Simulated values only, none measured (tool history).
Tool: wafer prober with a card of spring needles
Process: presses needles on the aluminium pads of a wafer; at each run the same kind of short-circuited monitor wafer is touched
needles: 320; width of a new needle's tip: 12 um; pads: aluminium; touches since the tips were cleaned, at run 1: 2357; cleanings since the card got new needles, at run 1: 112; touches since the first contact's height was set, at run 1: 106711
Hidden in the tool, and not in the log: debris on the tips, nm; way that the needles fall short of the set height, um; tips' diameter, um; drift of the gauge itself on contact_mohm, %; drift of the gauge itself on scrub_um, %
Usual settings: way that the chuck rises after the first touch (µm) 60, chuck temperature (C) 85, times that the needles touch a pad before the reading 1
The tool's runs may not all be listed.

run	hour	way that the chuck rises after the first touch (µm)	chuck temperature (C)	times that the needles touch a pad before the reading	touches since the tips were cleaned	cleanings since the card got new needles	touches since the first contact's height was set	resistance of one needle with its contact and lead (mohm)	way that a needle slides on the pad (µm)
1	0.0	60	85	1	2357	112	106711	352	8.46
# hour 3.6: height of the first contact set anew
# hour 10.3: tips cleaned on abrasive film
# hour 23.7: tips cleaned on abrasive film
# hour 40.3: tips cleaned on abrasive film
# hour 53.7: tips cleaned on abrasive film
2	63.3	60	85	1	5337	116	32798	463	8.57
# hour 70.0: tips cleaned on abrasive film
# hour 86.7: tips cleaned on abrasive film
# hour 103.3: tips cleaned on abrasive film
# hour 116.7: tips cleaned on abrasive film
3	124.8	60	75	1	4498	120	66588	453	8.51
# hour 131.5: tips cleaned on abrasive film
# hour 148.2: tips cleaned on abrasive film
# hour 164.8: tips cleaned on abrasive film
# hour 174.9: tips cleaned on abrasive film, once more
# hour 188.2: tips cleaned on abrasive film
# hour 201.7: height of the first contact set anew
# hour 204.2: tips cleaned on abrasive film
4	204.2	60	75	1	0	126	1318	223	8.57
# hour 217.6: tips cleaned on abrasive film
# hour 234.2: tips cleaned on abrasive film
# hour 250.9: tips cleaned on abrasive film
# hour 267.5: tips cleaned on abrasive film
5	279.9	60	75	1	6847	130	42950	492	8.59
# hour 283.3: tips cleaned on abrasive film
# hour 300.0: tips cleaned on abrasive film
# hour 313.3: tips cleaned on abrasive film
# hour 330.0: tips cleaned on abrasive film
# hour 344.0: tips cleaned on abrasive film
6	344.0	60	75	3	0	135	78141	206	8.49
# hour 357.4: tips cleaned on abrasive film
# hour 374.0: tips cleaned on abrasive film
# hour 390.7: tips cleaned on abrasive film
# hour 400.9: height of the first contact set anew
# hour 407.6: tips cleaned on abrasive film
# hour 421.9: tips cleaned on abrasive film
7	421.9	60	75	3	0	140	11512	210	8.59
# hour 438.6: tips cleaned on abrasive film
# hour 455.2: tips cleaned on abrasive film
# hour 471.9: tips cleaned on abrasive film
8	474.0	60	75	3	1197	143	40170	245	8.55
# hour 487.4: tips cleaned on abrasive film
# hour 504.0: tips cleaned on abrasive film
# hour 517.4: tips cleaned on abrasive film
# hour 534.0: tips cleaned on abrasive film
# hour 550.7: tips cleaned on abrasive film
# hour 567.3: tips cleaned on abrasive film
9	567.3	60	27	2	0	149	91420	208	8.47
# hour 584.0: tips cleaned on abrasive film
# hour 600.6: tips cleaned on abrasive film
# hour 600.9: height of the first contact set anew
# hour 617.6: tips cleaned on abrasive film
# hour 634.2: tips cleaned on abrasive film
# hour 650.9: tips cleaned on abrasive film
10	651.3	60	36	1	238	154	27699	252	8.54
# hour 664.6: tips cleaned on abrasive film
# hour 681.3: tips cleaned on abrasive film
# hour 697.9: tips cleaned on abrasive film
# hour 711.3: tips cleaned on abrasive film
11	711.7	57	85	1	211	158	60870	270	8.09
# hour 725.0: tips cleaned on abrasive film
# hour 738.4: tips cleaned on abrasive film
# hour 755.0: tips cleaned on abrasive film
# hour 771.7: tips cleaned on abrasive film
# hour 788.3: tips cleaned on abrasive film
# hour 798.5: height of the first contact set anew
# hour 805.3: tips cleaned on abrasive film
12	810.1	56	67	1	2704	164	6366	479	8.04
# hour 820.2: tips cleaned on abrasive film
# hour 836.8: tips cleaned on abrasive film
# hour 853.5: tips cleaned on abrasive film
# hour 866.8: tips cleaned on abrasive film
13	867.9	72	85	2	571	168	38060	231	10.23
# hour 881.2: tips cleaned on abrasive film
# hour 897.8: tips cleaned on abrasive film
# hour 911.2: tips cleaned on abrasive film
14	911.6	47	68	2	243	171	62104	271	6.67

Run 15 comes next. What will it give?
# hour 925.0: tips cleaned on abrasive film
# hour 941.6: tips cleaned on abrasive film
# hour 958.3: tips cleaned on abrasive film
15	971.5	45	73	1	7320	174	95061	?	?

{"run 15": {"resistance of one needle with its contact and lead (mohm)": 771, "way that a needle slides on the pad (µm)": 6.34}}
Without the tool's hidden state the same run would have given resistance of one needle with its contact and lead (mohm) 201, way that a needle slides on the pad (µm) 6.46.

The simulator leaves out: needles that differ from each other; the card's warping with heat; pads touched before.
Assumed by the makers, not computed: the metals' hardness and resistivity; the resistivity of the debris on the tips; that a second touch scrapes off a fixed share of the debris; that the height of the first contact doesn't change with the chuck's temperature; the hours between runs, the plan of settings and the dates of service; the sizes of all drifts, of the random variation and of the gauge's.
